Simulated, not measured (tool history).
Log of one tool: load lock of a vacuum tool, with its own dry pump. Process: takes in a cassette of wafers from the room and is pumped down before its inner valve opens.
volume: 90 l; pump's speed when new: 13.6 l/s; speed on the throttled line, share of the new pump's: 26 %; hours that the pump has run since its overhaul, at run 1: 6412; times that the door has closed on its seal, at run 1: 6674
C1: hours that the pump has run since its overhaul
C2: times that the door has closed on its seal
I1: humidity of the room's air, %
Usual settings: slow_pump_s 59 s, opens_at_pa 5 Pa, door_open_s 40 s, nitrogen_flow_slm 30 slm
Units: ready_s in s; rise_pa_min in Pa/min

{"run": 1, "day": 0.0, "slow_pump_s": 59, "opens_at_pa": 5, "door_open_s": 40, "nitrogen_flow_slm": 30, "C1": 6412, "C2": 6674, "I1": 46.7, "ready_s": 108.9, "rise_pa_min": 0.011}
{"run": 2, "day": 7.0, "slow_pump_s": 59, "opens_at_pa": 5, "door_open_s": 40, "nitrogen_flow_slm": 30, "C1": 6580, "C2": 7237, "I1": 42.6, "ready_s": 111, "rise_pa_min": 0.014}
{"run": 3, "day": 12.542, "slow_pump_s": 59, "opens_at_pa": 5, "door_open_s": 40, "nitrogen_flow_slm": 27, "C1": 6713, "C2": 7683, "I1": 44.7, "ready_s": 109.5, "rise_pa_min": 0.014}
{"run": 4, "day": 17.096, "slow_pump_s": 100, "opens_at_pa": 5, "door_open_s": 40, "nitrogen_flow_slm": 27, "C1": 6823, "C2": 8050, "I1": 38.9, "ready_s": 141.8, "rise_pa_min": 0.018}
{"run": 5, "day": 21.454, "slow_pump_s": 59, "opens_at_pa": 5, "door_open_s": 40, "nitrogen_flow_slm": 30, "C1": 6927, "C2": 8401, "I1": 43.8, "ready_s": 110.6, "rise_pa_min": 0.016}
{"run": 6, "day": 26.554, "slow_pump_s": 59, "opens_at_pa": 5, "door_open_s": 40, "nitrogen_flow_slm": 30, "C1": 7050, "C2": 8811, "I1": 42.2, "ready_s": 109.8, "rise_pa_min": 0.011}
{"run": 7, "day": 30.258, "slow_pump_s": 47, "opens_at_pa": 5, "door_open_s": 40, "nitrogen_flow_slm": 30, "C1": 7139, "C2": 9109, "I1": 45.2, "ready_s": 101.7, "rise_pa_min": 0.01}
{"run": 8, "day": 35.925, "slow_pump_s": 59, "opens_at_pa": 5, "door_open_s": 40, "nitrogen_flow_slm": 30, "C1": 7275, "C2": 9565, "I1": 44.6, "ready_s": 111.1, "rise_pa_min": 0.014}
{"run": 9, "day": 39.742, "slow_pump_s": 59, "opens_at_pa": 5, "door_open_s": 40, "nitrogen_flow_slm": 30, "C1": 7366, "C2": 9872, "I1": 46.8, "ready_s": 110.4, "rise_pa_min": 0.014}
{"run": 10, "day": 45.192, "slow_pump_s": 59, "opens_at_pa": 5, "door_open_s": 40, "nitrogen_flow_slm": 30, "C1": 7497, "C2": 10311, "I1": 46, "ready_s": 111, "rise_pa_min": 0.019}
{"run": 11, "day": 48.967, "slow_pump_s": 59, "opens_at_pa": 5, "door_open_s": 40, "nitrogen_flow_slm": 30, "C1": 7588, "C2": 10615, "I1": 46.6, "ready_s": 110.7, "rise_pa_min": 0.014}
{"run": 12, "day": 53.479, "slow_pump_s": 59, "opens_at_pa": 5, "door_open_s": 40, "nitrogen_flow_slm": 30, "C1": 7696, "C2": 10978, "I1": 43.4, "ready_s": 109.9, "rise_pa_min": 0.018}
{"run": 13, "day": 58.383, "slow_pump_s": 59, "opens_at_pa": 5, "door_open_s": 40, "nitrogen_flow_slm": 30, "C1": 7814, "C2": 11372, "I1": 44.9, "ready_s": 109.8, "rise_pa_min": 0.014}
{"run": 14, "day": 62.488, "slow_pump_s": 59, "opens_at_pa": 5, "door_open_s": 40, "nitrogen_flow_slm": 30, "C1": 7912, "C2": 11703, "I1": 44.6, "ready_s": 110.1, "rise_pa_min": 0.016}
{"run": 15, "day": 66.833, "slow_pump_s": 59, "opens_at_pa": 5, "door_open_s": 40, "nitrogen_flow_slm": 30, "C1": 8016, "C2": 12052, "I1": 43.4, "ready_s": 109.5, "rise_pa_min": 0.01}
{"run": 16, "day": 70.708, "slow_pump_s": 59, "opens_at_pa": 5, "door_open_s": 40, "nitrogen_flow_slm": 30, "C1": 8109, "C2": 12364, "I1": 43.1, "ready_s": 111.1, "rise_pa_min": 0.012}
{"run": 17, "day": 74.392, "slow_pump_s": 59, "opens_at_pa": 5, "door_open_s": 40, "nitrogen_flow_slm": 30, "C1": 8198, "C2": 12661, "I1": 43.4, "ready_s": 108.9, "rise_pa_min": 0.016}
{"run": 18, "day": 79.438, "slow_pump_s": 59, "opens_at_pa": 5, "door_open_s": 40, "nitrogen_flow_slm": 30, "C1": 8319, "C2": 13067, "I1": 42.1, "ready_s": 109.9, "rise_pa_min": 0.015}
{"run": 19, "day": 83.379, "slow_pump_s": 59, "opens_at_pa": 5, "door_open_s": 40, "nitrogen_flow_slm": 30, "C1": 8413, "C2": 13384, "I1": 42.6, "ready_s": 109.4, "rise_pa_min": 0.015}
{"run": 20, "day": 87.475, "slow_pump_s": 46, "opens_at_pa": 7, "door_open_s": 154, "nitrogen_flow_slm": 30, "C1": 8512, "C2": 13714, "I1": 45.2, "ready_s": 97.6, "rise_pa_min": 0.023}
{"run": 21, "day": 91.108, "slow_pump_s": 43, "opens_at_pa": 5, "door_open_s": 140, "nitrogen_flow_slm": 4, "C1": 8599, "C2": 14006, "I1": 44.7, "ready_s": 98.3, "rise_pa_min": 0.036}
{"run": 22, "day": 96.983, "slow_pump_s": 31, "opens_at_pa": 8, "door_open_s": 208, "nitrogen_flow_slm": 32, "C1": 8740, "C2": 14479, "I1": 46.8, "ready_s": 85.9, "rise_pa_min": 0.023}
{"run": 23, "day": 103.912, "slow_pump_s": 59, "opens_at_pa": 5, "door_open_s": 40, "nitrogen_flow_slm": 14, "C1": 8906, "C2": 15036, "I1": 44.4, "ready_s": 110.3, "rise_pa_min": 0.015}
{"run": 24, "day": 109.046, "slow_pump_s": 64, "opens_at_pa": 5, "door_open_s": 76, "nitrogen_flow_slm": 5, "C1": 9029, "C2": 15450, "I1": 46.2, "ready_s": 114.4, "rise_pa_min": 0.031}
{"run": 25, "day": 115.633, "slow_pump_s": 86, "opens_at_pa": 5, "door_open_s": 40, "nitrogen_flow_slm": 30, "C1": 9188, "C2": 15980, "I1": 44, "ready_s": 129.3, "rise_pa_min": 0.008}
{"run": 26, "day": 120.275, "slow_pump_s": 86, "opens_at_pa": 5, "door_open_s": 40, "nitrogen_flow_slm": 30, "C1": 9299, "C2": 16353, "I1": 48.3, "ready_s": 129.8, "rise_pa_min": 0.017}
{"run": 27, "day": 124.612, "slow_pump_s": 86, "opens_at_pa": 5, "door_open_s": 40, "nitrogen_flow_slm": 30, "C1": 9403, "C2": 16702, "I1": 46.5, "ready_s": 130.2, "rise_pa_min": 0.009}
{"run": 28, "day": 127.742, "slow_pump_s": 86, "opens_at_pa": 5, "door_open_s": 40, "nitrogen_flow_slm": 30, "C1": 9478, "C2": 16954, "I1": 45.5, "ready_s": 129.9, "rise_pa_min": 0.017}
{"run": 29, "day": 132.008, "slow_pump_s": 110, "opens_at_pa": 8, "door_open_s": 40, "nitrogen_flow_slm": 30, "C1": 9581, "C2": 17297, "I1": 46.9, "ready_s": 145.7, "rise_pa_min": 0.015}
{"run": 30, "day": 139.162, "slow_pump_s": 59, "opens_at_pa": 4, "door_open_s": 40, "nitrogen_flow_slm": 33, "C1": 9752, "C2": 17873, "I1": 43.7, "ready_s": 111.2, "rise_pa_min": 0.009}
{"run": 31, "day": 142.825, "slow_pump_s": 59, "opens_at_pa": 5, "door_open_s": 59, "nitrogen_flow_slm": 12, "C1": 9840, "C2": 18168, "I1": 45.5, "ready_s": 110.1, "rise_pa_min": 0.022}
{"run": 32, "day": 148.05, "slow_pump_s": 36, "opens_at_pa": 5, "door_open_s": 146, "nitrogen_flow_slm": 45, "C1": 9966, "C2": 18589, "I1": 43.9, "ready_s": 93.1, "rise_pa_min": 0.011}
{"run": 33, "day": 153.088, "slow_pump_s": 59, "opens_at_pa": 5, "door_open_s": 92, "nitrogen_flow_slm": 30, "C1": 10086, "C2": 18994, "I1": 43.4, "ready_s": 110.3, "rise_pa_min": 0.022}
{"run": 34, "day": 157.733, "slow_pump_s": 59, "opens_at_pa": 5, "door_open_s": 60, "nitrogen_flow_slm": 5, "C1": 10198, "C2": 19368, "I1": 43.5, "ready_s": 110.2, "rise_pa_min": 0.027}
{"run": 35, "day": 165.121, "slow_pump_s": 59, "opens_at_pa": 5, "door_open_s": 60, "nitrogen_flow_slm": 5, "C1": 10375, "C2": 19962, "I1": 43.9, "ready_s": 111, "rise_pa_min": 0.023}
{"run": 36, "day": 172.683, "slow_pump_s": 32, "opens_at_pa": 9, "door_open_s": 40, "nitrogen_flow_slm": 30, "C1": 10557, "C2": 20571, "I1": 46.9, "ready_s": 85.8, "rise_pa_min": 0.01}
{"run": 37, "day": 178.333, "slow_pump_s": 32, "opens_at_pa": 9, "door_open_s": 40, "nitrogen_flow_slm": 30, "C1": 10692, "C2": 21026, "I1": 47.2, "ready_s": 84.3, "rise_pa_min": 0.018}

Forecast each of these 4 alternatives for the next run:
{"run": "A", "day": 181.85, "slow_pump_s": 32, "opens_at_pa": 9, "door_open_s": 54, "nitrogen_flow_slm": 37, "C1": 10777, "C2": 21309, "I1": 47.9, "ready_s": "?", "rise_pa_min": "?"}
{"run": "B", "day": 181.85, "slow_pump_s": 59, "opens_at_pa": 5, "door_open_s": 82, "nitrogen_flow_slm": 30, "C1": 10777, "C2": 21309, "I1": 43, "ready_s": "?", "rise_pa_min": "?"}
{"run": "C", "day": 181.85, "slow_pump_s": 107, "opens_at_pa": 5, "door_open_s": 40, "nitrogen_flow_slm": 5, "C1": 10777, "C2": 21309, "I1": 43.6, "ready_s": "?", "rise_pa_min": "?"}
{"run": "D", "day": 181.85, "slow_pump_s": 59, "opens_at_pa": 9, "door_open_s": 181, "nitrogen_flow_slm": 30, "C1": 10777, "C2": 21309, "I1": 41, "ready_s": "?", "rise_pa_min": "?"}

run=A ready_s=85.3 rise_pa_min=0.022
run=B ready_s=109.4 rise_pa_min=0.019
run=C ready_s=144.7 rise_pa_min=0.023
run=D ready_s=106.3 rise_pa_min=0.025
Without the tool's hidden state the same runs would have given:
run=A ready_s=85.3 rise_pa_min=0.022
run=B ready_s=109.4 rise_pa_min=0.019
run=C ready_s=144.7 rise_pa_min=0.022
run=D ready_s=106.3 rise_pa_min=0.024

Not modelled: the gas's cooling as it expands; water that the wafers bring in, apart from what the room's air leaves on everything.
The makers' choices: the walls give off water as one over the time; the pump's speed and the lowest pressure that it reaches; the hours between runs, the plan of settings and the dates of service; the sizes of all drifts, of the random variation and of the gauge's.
